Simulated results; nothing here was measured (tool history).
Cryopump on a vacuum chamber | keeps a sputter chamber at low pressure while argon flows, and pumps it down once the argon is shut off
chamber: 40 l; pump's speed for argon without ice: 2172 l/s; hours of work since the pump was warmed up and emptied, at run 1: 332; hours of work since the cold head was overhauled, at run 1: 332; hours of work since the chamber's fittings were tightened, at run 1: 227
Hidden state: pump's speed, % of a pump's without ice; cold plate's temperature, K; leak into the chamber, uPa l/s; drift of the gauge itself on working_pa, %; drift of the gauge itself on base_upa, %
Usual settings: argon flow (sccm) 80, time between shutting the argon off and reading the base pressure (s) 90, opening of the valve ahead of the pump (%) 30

run	hour	argon flow (sccm)	time between shutting the argon off and reading the base pressure (s)	opening of the valve ahead of the pump (%)	hours of work since the pump was warmed up and emptied	hours of work since the cold head was overhauled	hours of work since the chamber's fittings were tightened	pressure while argon flows (Pa)	pressure after the wait (uPa)
1	0	80	90	30	332	332	227	0.2096	0.86
2	27.7	80	267	30	347	347	242	0.212	0.46
3	40.8	43	90	30	354	354	249	0.1146	0.85
4	65.4	43	90	30	368	368	262	0.1141	0.87
5	81	43	90	30	376	376	270	0.114	0.84
6	99.4	80	90	30	386	386	280	0.2119	0.87
7	117.5	80	82	30	396	396	290	0.2112	0.97
8	136.6	80	90	30	406	406	300	0.2116	0.87
9	163.1	80	90	30	420	420	314	0.2122	0.84
10	184.3	80	90	30	431	431	326	0.2149	0.91
11	202	80	90	30	441	441	335	0.213	0.91
12	223.1	80	90	30	452	452	347	0.2134	0.9
13	247.5	80	90	30	465	465	360	0.2137	0.91
14	276.8	80	96	30	481	481	375	0.2128	0.84
15	298.6	80	34	30	493	493	387	0.2127	1.93
16	327.7	80	34	30	508	508	403	0.2141	1.93
17	352.1	80	34	30	522	522	416	0.2143	1.87
18	376.8	113	82	30	535	535	429	0.3046	1.02
19	398.6	113	33	46	547	547	441	0.2006	1.98
20	417.1	113	33	29	556	556	451	0.315	1.98
21	434.1	58	223	32	566	566	460	0.1463	0.63
22	463.1	34	129	27	581	581	475	0.1001	0.81
23	484	34	129	49	592	592	487	0.0573	0.8
24	508.8	34	129	49	606	606	500	0.0574	0.77
25	531.2	80	22	45	618	618	512	0.148	2.78
26	546	38	102	45	626	626	520	0.0704	0.95
27	570.3	88	71	45	639	639	533	0.1613	1.1
28	593.2	80	256	24	651	651	545	0.2678	0.63
29	616.1	78	43	52	663	663	558	0.1266	1.63
30	632.4	142	26	30	672	672	566	0.3818	2.48
31	661.1	80	261	30	688	688	582	0.2165	0.65
32	679.7	80	261	30	698	698	592	0.2165	0.63

Measured less the same run without the tool's hidden state. The same run-to-run variation is in both; the gauge's scatter may not be:
run	pressure while argon flows (Pa)	pressure after the wait (uPa)
1	+0.0042	+0.14
2	+0.0045	+0.14
3	+0.0025	+0.14
4	+0.0025	+0.15
5	+0.0026	+0.15
6	+0.005	+0.16
7	+0.0051	+0.17
8	+0.0053	+0.18
9	+0.0055	+0.17
10	+0.0056	+0.19
11	+0.0057	+0.19
12	+0.0059	+0.19
13	+0.0061	+0.2
14	+0.0063	+0.21
15	+0.0064	+0.22
16	+0.0067	+0.22
17	+0.0068	+0.22
18	+0.01	+0.23
19	+0.0102	+0.24
20	+0.0105	+0.25
21	+0.0055	+0.25
22	+0.0033	+0.26
23	+0.0033	+0.27
24	+0.0034	+0.27
25	+0.0084	+0.28
26	+0.004	+0.3
27	+0.0095	+0.28
28	+0.0088	+0.29
29	+0.0088	+0.3
30	+0.016	+0.32
31	+0.0094	+0.33
32	+0.0095	+0.32
